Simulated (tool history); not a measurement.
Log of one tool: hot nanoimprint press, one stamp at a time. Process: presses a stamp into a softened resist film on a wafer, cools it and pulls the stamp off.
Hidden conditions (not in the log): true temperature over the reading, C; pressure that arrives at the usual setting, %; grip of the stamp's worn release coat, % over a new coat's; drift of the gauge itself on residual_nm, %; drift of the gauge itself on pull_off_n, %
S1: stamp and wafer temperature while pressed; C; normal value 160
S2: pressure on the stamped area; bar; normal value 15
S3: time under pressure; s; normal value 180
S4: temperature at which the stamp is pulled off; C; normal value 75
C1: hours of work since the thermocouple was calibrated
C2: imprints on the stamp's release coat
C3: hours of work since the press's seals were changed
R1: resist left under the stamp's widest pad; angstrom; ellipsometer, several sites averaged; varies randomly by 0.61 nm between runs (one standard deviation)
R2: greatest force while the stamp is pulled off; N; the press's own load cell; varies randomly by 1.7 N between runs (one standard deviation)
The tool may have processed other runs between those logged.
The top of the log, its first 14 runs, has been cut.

run 15 day=35.762 | S1=156 S2=15 S3=180 S4=75 | C1=319 C2=1020 C3=1080 | R1=2309 R2=95
-- day=38.571 press's hydraulic seals changed and the load cell set to zero
run 16 day=38.721 | S1=166 S2=15 S3=252 S4=75 | C1=344 C2=1207 C3=1 | R1=1198 R2=93
-- day=39.875 stamp cleaned and given a new release coat
-- day=41.833 plate thermocouple calibrated
run 17 day=41.904 | S1=160 S2=20.1 S3=180 S4=76 | C1=1 C2=135 C3=29 | R1=1663 R2=89
run 18 day=43.696 | S1=154 S2=13 S3=180 S4=75 | C1=18 C2=263 C3=46 | R1=2633 R2=93
run 19 day=45.767 | S1=154 S2=13 S3=180 S4=75 | C1=38 C2=411 C3=67 | R1=2627 R2=92
run 20 day=48.875 | S1=154 S2=23.1 S3=182 S4=75 | C1=69 C2=633 C3=97 | R1=2167 R2=92
run 21 day=51.075 | S1=156 S2=15 S3=180 S4=60 | C1=90 C2=790 C3=119 | R1=2313 R2=122
run 22 day=52.825 | S1=160 S2=15 S3=240 S4=75 | C1=107 C2=915 C3=136 | R1=1723 R2=93
run 23 day=54.675 | S1=160 S2=15 S3=240 S4=75 | C1=126 C2=1047 C3=154 | R1=1729 R2=95
run 24 day=57.292 | S1=160 S2=15 S3=240 S4=75 | C1=151 C2=1233 C3=179 | R1=1724 R2=95
-- day=58.042 stamp cleaned and given a new release coat
run 25 day=60.612 | S1=160 S2=15 S3=221 S4=73 | C1=181 C2=183 C3=209 | R1=1773 R2=99
run 26 day=62.838 | S1=160 S2=15 S3=221 S4=73 | C1=203 C2=342 C3=231 | R1=1781 R2=95
run 27 day=65.129 | S1=160 S2=20.2 S3=102 S4=73 | C1=225 C2=506 C3=254 | R1=2029 R2=99
run 28 day=66.75 | S1=160 S2=20.2 S3=102 S4=73 | C1=241 C2=622 C3=269 | R1=2025 R2=97
run 29 day=68.917 | S1=150 S2=15 S3=180 S4=75 | C1=262 C2=776 C3=291 | R1=2921 R2=93
run 30 day=71.804 | S1=160 S2=19.6 S3=180 S4=78 | C1=291 C2=982 C3=319 | R1=1692 R2=89

Alternative continuations, all from the tool just after run 30; predict every row:
run A day=73.692 | S1=168 S2=19.6 S3=180 S4=82 | C1=309 C2=1117 C3=337 | R1=? R2=?
run B day=73.692 | S1=164 S2=16 S3=170 S4=78 | C1=309 C2=1117 C3=337 | R1=? R2=?
run C day=73.692 | S1=160 S2=19.6 S3=180 S4=81 | C1=309 C2=1117 C3=337 | R1=? R2=?
run D day=73.692 | S1=148 S2=16.6 S3=180 S4=82 | C1=309 C2=1117 C3=337 | R1=? R2=?

run=A R1=1089 R2=80
run=B R1=1535 R2=86
run=C R1=1695 R2=81
run=D R1=3057 R2=83
Without the tool's unlogged condition, the same runs would have read:
run=A R1=1067 R2=80
run=B R1=1504 R2=85
run=C R1=1661 R2=81
run=D R1=2992 R2=83
